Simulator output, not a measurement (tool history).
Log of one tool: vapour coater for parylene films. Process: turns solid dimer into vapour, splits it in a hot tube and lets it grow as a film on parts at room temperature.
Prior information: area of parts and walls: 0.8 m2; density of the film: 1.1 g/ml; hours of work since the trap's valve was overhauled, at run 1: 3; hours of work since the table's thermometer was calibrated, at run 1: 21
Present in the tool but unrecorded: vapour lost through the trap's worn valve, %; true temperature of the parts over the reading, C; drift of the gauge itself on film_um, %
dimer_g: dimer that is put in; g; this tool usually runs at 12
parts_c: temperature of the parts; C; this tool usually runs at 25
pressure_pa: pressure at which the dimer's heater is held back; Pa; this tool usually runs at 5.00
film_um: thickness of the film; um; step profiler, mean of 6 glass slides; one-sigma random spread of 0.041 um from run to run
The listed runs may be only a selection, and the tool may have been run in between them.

run     day  dimer_g  parts_c  pressure_pa  hours of work since the trap's valve was overhauled  hours of work since the table's thermometer was calibrated  film_um
  1   0.000       12       25         5.00                                                    3                                                          21     6.86
  2   2.296       12       25         5.00                                                   34                                                          52     6.84
  3   3.738       12       25         5.00                                                   53                                                          71     6.76
  4   5.200       12       25         3.03                                                   73                                                          91     7.48
  5   7.467       12       25         7.97                                                  104                                                         122     6.14
  6   8.800        8       25         5.00                                                  122                                                         140     4.44
  7  10.729        8       25         5.00                                                  148                                                         166     4.45
  8  12.067       12       23         5.00                                                  166                                                         184     7.12
  9  14.700       12       34         5.00                                                  201                                                         219     5.02
 10  16.775       12       36         5.00                                                  229                                                         248     4.76
 11  18.392       12       36         5.00                                                  251                                                         269     4.73
 12  21.192       12       25         5.00                                                  289                                                         307     6.47
 13  22.729       12       25         5.00                                                  310                                                         328     6.45
 14  25.046       12       25         5.00                                                  341                                                         359     6.41
 15  27.979       12       25         4.56                                                  381                                                         399     6.48
 16  30.550       12       25         4.56                                                  416                                                         434     6.41
 17  32.075       11       25         5.00                                                  436                                                         454     5.75
 18  33.908       11       25         5.00                                                  461                                                         479     5.71
 19  35.375       11       25         5.00                                                  481                                                         499     5.69
     36.558  -- trap's valve overhauled
 20  38.562       11       25         5.00                                                   27                                                         540     6.39
     38.754  -- table's thermometer calibrated
 21  41.629       11       25         5.00                                                   68                                                          39     6.44
 22  43.146       11       25         3.13                                                   88                                                          59     7.01
 23  45.062       11       25         3.13                                                  114                                                          85     6.98
 24  47.846       19       20         7.35                                                  152                                                         123    11.72
 25  50.346       16       32         9.30                                                  186                                                         157     6.48
 26  53.221       15       25         9.30                                                  225                                                         196     7.47
     53.996  -- table's thermometer calibrated, once more
 27  54.962       15       25         9.30                                                  248                                                          13     7.22
 28  58.062       10       25         4.95                                                  290                                                          55     5.42
 29  60.479       20       17        10.01                                                  322                                                          88    11.79
 30  62.304       20       28         2.50                                                  347                                                         112    11.30
 31  64.758        9       28         2.41                                                  380                                                         146     5.07
 32  66.183        9       28         2.41                                                  400                                                         165     5.02
 33  68.962        9       28         2.41                                                  437                                                         202     5.03
 34  71.225        9       28         2.41                                                  468                                                         233     4.98
     73.533  -- trap's valve overhauled
 35  74.246        9       28         2.80                                                   10                                                         272     5.31
 36  76.383        5       25         2.46                                                   39                                                         301     3.26
 37  79.296        5       25         2.46                                                   78                                                         340     3.28
 38  81.850        5       25         2.46                                                  112                                                         374     3.26
 39  84.867        9       20         2.10                                                  153                                                         415     6.96
 40  87.929        9       20         2.10                                                  195                                                         457     6.95
 41  89.888        9       20         2.10                                                  221                                                         483     6.88
 42  91.533       12       34         6.67                                                  243                                                         505     4.81
 43  93.967       12       34         6.67                                                  276                                                         538     4.74
 44  96.821       12       19         6.67                                                  315                                                         577     7.32

Each row is a separate what-if for the run after 44, all from the same tool condition, not one after another. Results?
  A  98.992       12       19         4.27                                                  344                                                         606        ?
  B  98.992        7       20         2.42                                                  344                                                         606        ?
  C  98.992       12       25         3.42                                                  344                                                         606        ?
  D  98.992       12       19         6.17                                                  344                                                         606        ?

run  film_um
  A     7.94
  B     5.08
  C     6.99
  D     7.37
With the hidden condition removed and each run's random variation left untouched, the same runs would have given:
run  film_um
  A     8.51
  B     5.44
  C     7.49
  D     7.89
